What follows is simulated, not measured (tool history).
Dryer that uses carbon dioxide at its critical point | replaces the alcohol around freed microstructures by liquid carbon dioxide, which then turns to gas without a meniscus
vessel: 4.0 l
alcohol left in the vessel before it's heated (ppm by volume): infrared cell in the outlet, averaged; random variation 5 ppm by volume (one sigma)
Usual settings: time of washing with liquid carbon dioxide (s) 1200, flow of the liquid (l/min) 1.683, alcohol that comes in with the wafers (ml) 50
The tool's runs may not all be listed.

run   hour  time of washing with liquid carbon dioxide (s)  flow of the liquid (l/min)  alcohol that comes in with the wafers (ml)  alcohol left in the vessel before it's heated (ppm by volume)
  1    0.0                                            1200                       1.683                                          50                                                             62
  2   27.9                                             780                       1.683                                          50                                                            188
  3   47.2                                            1200                       1.683                                          50                                                             56
  4   60.7                                            1200                       1.683                                          50                                                             52
      74.6  -- inlet filter changed
  5   86.5                                            1200                       1.683                                          50                                                             50
  6  105.4                                            1200                       1.683                                          50                                                             49
  7  128.9                                            1200                       1.683                                          50                                                             55
  8  148.9                                            1200                       1.683                                          50                                                             53
  9  161.8                                            1200                       1.683                                          50                                                             60
 10  182.3                                            1200                       1.683                                          50                                                             56
 11  199.5                                            1200                       1.683                                          50                                                             66
 12  223.3                                            1620                       1.683                                          41                                                             57
 13  251.2                                            1440                       1.260                                          20                                                             62
 14  270.9                                            1260                       1.260                                          45                                                             93
 15  294.6                                             780                       1.360                                          31                                                            236
 16  316.7                                             780                       1.120                                         116                                                           1327

The next listed run, before its measurement:
 17  338.2                                             780                       1.120                                         116                                                              ?

Run 17 gave alcohol left in the vessel before it's heated (ppm by volume) 1346.
Without the tool's hidden state the same run would have given alcohol left in the vessel before it's heated (ppm by volume) 1028.

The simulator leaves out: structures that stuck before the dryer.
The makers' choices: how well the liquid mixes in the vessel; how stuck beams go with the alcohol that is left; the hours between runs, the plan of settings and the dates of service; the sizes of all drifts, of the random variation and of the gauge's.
